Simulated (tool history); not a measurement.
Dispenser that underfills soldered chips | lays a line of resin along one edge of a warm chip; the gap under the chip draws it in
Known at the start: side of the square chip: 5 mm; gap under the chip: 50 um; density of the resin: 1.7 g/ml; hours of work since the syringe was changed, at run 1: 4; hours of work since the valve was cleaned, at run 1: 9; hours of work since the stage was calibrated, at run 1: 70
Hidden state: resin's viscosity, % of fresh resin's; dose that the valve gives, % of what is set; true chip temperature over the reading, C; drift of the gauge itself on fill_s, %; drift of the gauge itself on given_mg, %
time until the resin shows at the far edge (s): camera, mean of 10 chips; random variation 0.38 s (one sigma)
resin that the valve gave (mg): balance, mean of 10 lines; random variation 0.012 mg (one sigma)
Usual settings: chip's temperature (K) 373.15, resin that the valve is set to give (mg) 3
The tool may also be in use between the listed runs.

run   hour  chip's temperature (K)  resin that the valve is set to give (mg)  hours of work since the syringe was changed  hours of work since the valve was cleaned  hours of work since the stage was calibrated  time until the resin shows at the far edge (s)  resin that the valve gave (mg)
  1      0                  373.15                                         3                                            4                                          9                                            70                                            32.5                            2.98
  2    4.7                  370.15                                         3                                            7                                         12                                            73                                            48.5                            2.97
       8.4  -- new syringe of resin
  3    9.5                  370.15                                         3                                            1                                         15                                            77                                            27.6                            2.96
  4   16.2                  370.15                                         3                                            6                                         20                                            82                                            43.2                            2.96
  5     21                  370.15                                         3                                            9                                         24                                            85                                            57.6                            2.94
      22.1  -- new syringe of resin
  6   30.2                  370.15                                         3                                            6                                         30                                            92                                            44.9                            2.93
      35.7  -- new syringe of resin
  7   35.7                  373.15                                         3                                            0                                         34                                            96                                            23.2                            2.92
  8   43.3                  373.15                                         3                                            6                                         40                                           101                                            38.1                            2.89
      48.1  -- dispensing valve cleaned and set on the balance
  9   48.8                  373.15                                         3                                            9                                          1                                           104                                            50.6                            3.01
      50.2  -- new syringe of resin
 10   54.7                  387.15                                         3                                            3                                          5                                           108                                            19.9                            3.01
 11   61.4                  387.15                                         3                                            8                                          9                                           113                                            31.5                            2.96
        64  -- new syringe of resin
 12   70.6                  369.15                                         3                                            5                                         16                                           120                                            40.3                            2.96
 13   76.6                  369.15                                         3                                            9                                         20                                           124                                            58.5                            2.94
      77.5  -- new syringe of resin
 14   81.5                  373.15                                       3.2                                            3                                         24                                           128                                            29.7                            3.13
 15   90.1                  373.15                                       3.2                                            9                                         30                                           134                                            52.4                             3.1
      91.4  -- new syringe of resin
 16   98.3                  373.15                                       3.2                                            5                                         36                                           140                                            36.4                            3.08
 17  103.6                  373.15                                      3.22                                            9                                         40                                           144                                            50.3                             3.1
     105.3  -- new syringe of resin
     108.8  -- dispensing valve cleaned and set on the balance
 18  108.8                  373.15                                      3.22                                            2                                          0                                           146                                            27.1                            3.22
 19  115.7                  374.15                                      3.48                                            7                                          5                                           151                                            40.1                            3.48
     119.7  -- new syringe of resin
 20  123.2                  374.15                                      3.48                                            3                                         10                                           157                                            27.8                            3.44
 21  131.4                  364.15                                      2.67                                            9                                         16                                           163                                            69.8                            2.63
     133.1  -- new syringe of resin
 22  137.9                  366.15                                         3                                            3                                         21                                           167                                            39.1                            2.96
 23  142.3                  381.15                                      3.63                                            7                                         24                                           171                                            31.5                            3.55
     146.7  -- new syringe of resin
 24  149.1                  381.15                                      3.63                                            2                                         29                                           175                                            20.5                            3.54
 25  155.6                  381.15                                      3.63                                            6                                         34                                           180                                            30.7                            3.52
     160.7  -- new syringe of resin
 26  164.1                  358.15                                      2.67                                            2                                         40                                           186                                            50.1                            2.57
 27    168                  368.15                                      2.67                                            5                                         42                                           189                                            45.6                            2.57
     169.5  -- dispensing valve cleaned and set on the balance
 28  174.1                  377.15                                      2.66                                            9                                          3                                           193                                            46.5                            2.66
     175.4  -- new syringe of resin
 29  178.7                  359.15                                      3.22                                            2                                          6                                           196                                              46                             3.2

5 ways to go on from here, each from the tool as it stands after run 29. What would each give?
  A  182.6                  379.15                                       3.2                                            5                                          9                                           199                                               ?                               ?
  B  182.6                  373.15                                      3.69                                            5                                          9                                           199                                               ?                               ?
  C  182.6                  376.15                                      3.64                                            5                                          9                                           199                                               ?                               ?
  D  182.6                  373.15                                      3.07                                            5                                          9                                           199                                               ?                               ?
  E  182.6                  373.15                                      2.81                                            5                                          9                                           199                                               ?                               ?

run  time until the resin shows at the far edge (s)  resin that the valve gave (mg)
  A                                            30.3                            3.18
  B                                            36.4                            3.64
  C                                            31.9                            3.62
  D                                            36.3                            3.06
  E                                            38.1                             2.8
Without the tool's hidden state the same runs would have given:
run  time until the resin shows at the far edge (s)  resin that the valve gave (mg)
  A                                            19.8                             3.2
  B                                            23.7                            3.67
  C                                            20.7                            3.64
  D                                            23.7                            3.08
  E                                            24.8                            2.82

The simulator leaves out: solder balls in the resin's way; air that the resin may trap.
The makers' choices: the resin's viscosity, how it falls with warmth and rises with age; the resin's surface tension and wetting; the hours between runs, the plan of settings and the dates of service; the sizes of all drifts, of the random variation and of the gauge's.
